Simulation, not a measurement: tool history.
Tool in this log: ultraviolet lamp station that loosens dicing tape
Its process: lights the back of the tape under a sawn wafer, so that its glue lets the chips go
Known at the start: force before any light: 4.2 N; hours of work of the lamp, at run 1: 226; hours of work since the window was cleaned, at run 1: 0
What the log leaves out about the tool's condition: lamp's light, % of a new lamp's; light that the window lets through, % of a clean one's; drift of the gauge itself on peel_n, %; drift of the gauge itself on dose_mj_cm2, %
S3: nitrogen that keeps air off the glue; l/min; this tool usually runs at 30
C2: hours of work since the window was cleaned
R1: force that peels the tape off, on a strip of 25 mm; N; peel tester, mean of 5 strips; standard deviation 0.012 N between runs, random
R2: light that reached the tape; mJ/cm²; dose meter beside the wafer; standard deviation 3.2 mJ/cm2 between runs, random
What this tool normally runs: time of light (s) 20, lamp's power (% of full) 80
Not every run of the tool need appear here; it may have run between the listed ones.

run 1 hour=0.0 | time_of_light_(s)=20 lamp's_power_(%_of_full)=80 S3=30 | hours_of_work_of_the_lamp=226 C2=0 | R1=0.610 R2=475
run 2 hour=77.0 | time_of_light_(s)=20 lamp's_power_(%_of_full)=80 S3=30 | hours_of_work_of_the_lamp=284 C2=58 | R1=0.653 R2=469
run 3 hour=151.4 | time_of_light_(s)=20 lamp's_power_(%_of_full)=80 S3=30 | hours_of_work_of_the_lamp=340 C2=114 | R1=0.679 R2=447
run 4 hour=214.1 | time_of_light_(s)=20 lamp's_power_(%_of_full)=80 S3=30 | hours_of_work_of_the_lamp=387 C2=161 | R1=0.705 R2=438
run 5 hour=248.6 | time_of_light_(s)=12 lamp's_power_(%_of_full)=80 S3=30 | hours_of_work_of_the_lamp=413 C2=187 | R1=1.390 R2=263
run 6 hour=308.9 | time_of_light_(s)=20 lamp's_power_(%_of_full)=80 S3=30 | hours_of_work_of_the_lamp=458 C2=232 | R1=0.746 R2=430
run 7 hour=377.0 | time_of_light_(s)=20 lamp's_power_(%_of_full)=80 S3=33 | hours_of_work_of_the_lamp=509 C2=283 | R1=0.734 R2=413
run 8 hour=414.5 | time_of_light_(s)=20 lamp's_power_(%_of_full)=80 S3=33 | hours_of_work_of_the_lamp=538 C2=311 | R1=0.748 R2=407
run 9 hour=446.2 | time_of_light_(s)=20 lamp's_power_(%_of_full)=80 S3=33 | hours_of_work_of_the_lamp=561 C2=335 | R1=0.777 R2=401
run 10 hour=510.7 | time_of_light_(s)=20 lamp's_power_(%_of_full)=80 S3=33 | hours_of_work_of_the_lamp=610 C2=384 | R1=0.799 R2=391
run 11 hour=560.4 | time_of_light_(s)=20 lamp's_power_(%_of_full)=80 S3=33 | hours_of_work_of_the_lamp=647 C2=421 | R1=0.846 R2=382
-- hour=584.8 window cleaned of glue's vapour
run 12 hour=629.2 | time_of_light_(s)=20 lamp's_power_(%_of_full)=94 S3=33 | hours_of_work_of_the_lamp=699 C2=33 | R1=0.700 R2=430
run 13 hour=679.7 | time_of_light_(s)=20 lamp's_power_(%_of_full)=80 S3=30 | hours_of_work_of_the_lamp=737 C2=71 | R1=0.952 R2=353
run 14 hour=753.9 | time_of_light_(s)=20 lamp's_power_(%_of_full)=84 S3=30 | hours_of_work_of_the_lamp=792 C2=127 | R1=0.920 R2=358
run 15 hour=830.5 | time_of_light_(s)=17 lamp's_power_(%_of_full)=80 S3=30 | hours_of_work_of_the_lamp=850 C2=185 | R1=1.255 R2=280
run 16 hour=873.6 | time_of_light_(s)=20 lamp's_power_(%_of_full)=80 S3=52 | hours_of_work_of_the_lamp=882 C2=217 | R1=0.834 R2=319
run 17 hour=932.7 | time_of_light_(s)=20 lamp's_power_(%_of_full)=80 S3=52 | hours_of_work_of_the_lamp=926 C2=261 | R1=0.854 R2=316
-- hour=958.7 window cleaned of glue's vapour, once more
run 18 hour=1009.8 | time_of_light_(s)=20 lamp's_power_(%_of_full)=97 S3=52 | hours_of_work_of_the_lamp=984 C2=38 | R1=0.413 R2=491
run 19 hour=1054.9 | time_of_light_(s)=31 lamp's_power_(%_of_full)=80 S3=16 | hours_of_work_of_the_lamp=1018 C2=72 | R1=0.659 R2=618
run 20 hour=1126.5 | time_of_light_(s)=31 lamp's_power_(%_of_full)=80 S3=16 | hours_of_work_of_the_lamp=1072 C2=126 | R1=0.649 R2=611
run 21 hour=1173.0 | time_of_light_(s)=10 lamp's_power_(%_of_full)=75 S3=16 | hours_of_work_of_the_lamp=1107 C2=161 | R1=2.351 R2=177
run 22 hour=1214.8 | time_of_light_(s)=11 lamp's_power_(%_of_full)=67 S3=48 | hours_of_work_of_the_lamp=1138 C2=192 | R1=1.709 R2=170
run 23 hour=1271.3 | time_of_light_(s)=11 lamp's_power_(%_of_full)=67 S3=48 | hours_of_work_of_the_lamp=1180 C2=235 | R1=1.755 R2=168
run 24 hour=1320.7 | time_of_light_(s)=20 lamp's_power_(%_of_full)=89 S3=47 | hours_of_work_of_the_lamp=1218 C2=272 | R1=0.631 R2=395
run 25 hour=1381.1 | time_of_light_(s)=13 lamp's_power_(%_of_full)=77 S3=15 | hours_of_work_of_the_lamp=1263 C2=317 | R1=2.072 R2=213
run 26 hour=1443.2 | time_of_light_(s)=21 lamp's_power_(%_of_full)=98 S3=18 | hours_of_work_of_the_lamp=1310 C2=364 | R1=0.984 R2=438
run 27 hour=1511.5 | time_of_light_(s)=16 lamp's_power_(%_of_full)=80 S3=14 | hours_of_work_of_the_lamp=1361 C2=415 | R1=1.791 R2=261
-- hour=1540.9 window cleaned of glue's vapour
run 28 hour=1582.5 | time_of_light_(s)=16 lamp's_power_(%_of_full)=80 S3=29 | hours_of_work_of_the_lamp=1414 C2=31 | R1=1.193 R2=299
run 29 hour=1626.8 | time_of_light_(s)=33 lamp's_power_(%_of_full)=83 S3=11 | hours_of_work_of_the_lamp=1447 C2=65 | R1=0.831 R2=625
run 30 hour=1677.8 | time_of_light_(s)=33 lamp's_power_(%_of_full)=83 S3=11 | hours_of_work_of_the_lamp=1485 C2=103 | R1=0.861 R2=612
run 31 hour=1748.2 | time_of_light_(s)=23 lamp's_power_(%_of_full)=85 S3=14 | hours_of_work_of_the_lamp=1538 C2=156 | R1=1.151 R2=422
run 32 hour=1812.1 | time_of_light_(s)=13 lamp's_power_(%_of_full)=72 S3=26 | hours_of_work_of_the_lamp=1586 C2=204 | R1=1.782 R2=199
run 33 hour=1876.1 | time_of_light_(s)=13 lamp's_power_(%_of_full)=72 S3=26 | hours_of_work_of_the_lamp=1634 C2=252 | R1=1.937 R2=189

3 ways to go on from here, each from the tool as it stands after run 33. What would each give?
run A hour=1909.0 | time_of_light_(s)=15 lamp's_power_(%_of_full)=65 S3=11 | hours_of_work_of_the_lamp=1659 C2=276 | R1=? R2=?
run B hour=1909.0 | time_of_light_(s)=13 lamp's_power_(%_of_full)=72 S3=9 | hours_of_work_of_the_lamp=1659 C2=276 | R1=? R2=?
run C hour=1909.0 | time_of_light_(s)=20 lamp's_power_(%_of_full)=62 S3=21 | hours_of_work_of_the_lamp=1659 C2=276 | R1=? R2=?

run=A R1=2.437 R2=197
run=B R1=2.603 R2=191
run=C R1=1.668 R2=252
With no hidden state in the tool, these same runs would have given:
run=A R1=1.790 R2=309
run=B R1=1.980 R2=300
run=C R1=1.020 R2=395

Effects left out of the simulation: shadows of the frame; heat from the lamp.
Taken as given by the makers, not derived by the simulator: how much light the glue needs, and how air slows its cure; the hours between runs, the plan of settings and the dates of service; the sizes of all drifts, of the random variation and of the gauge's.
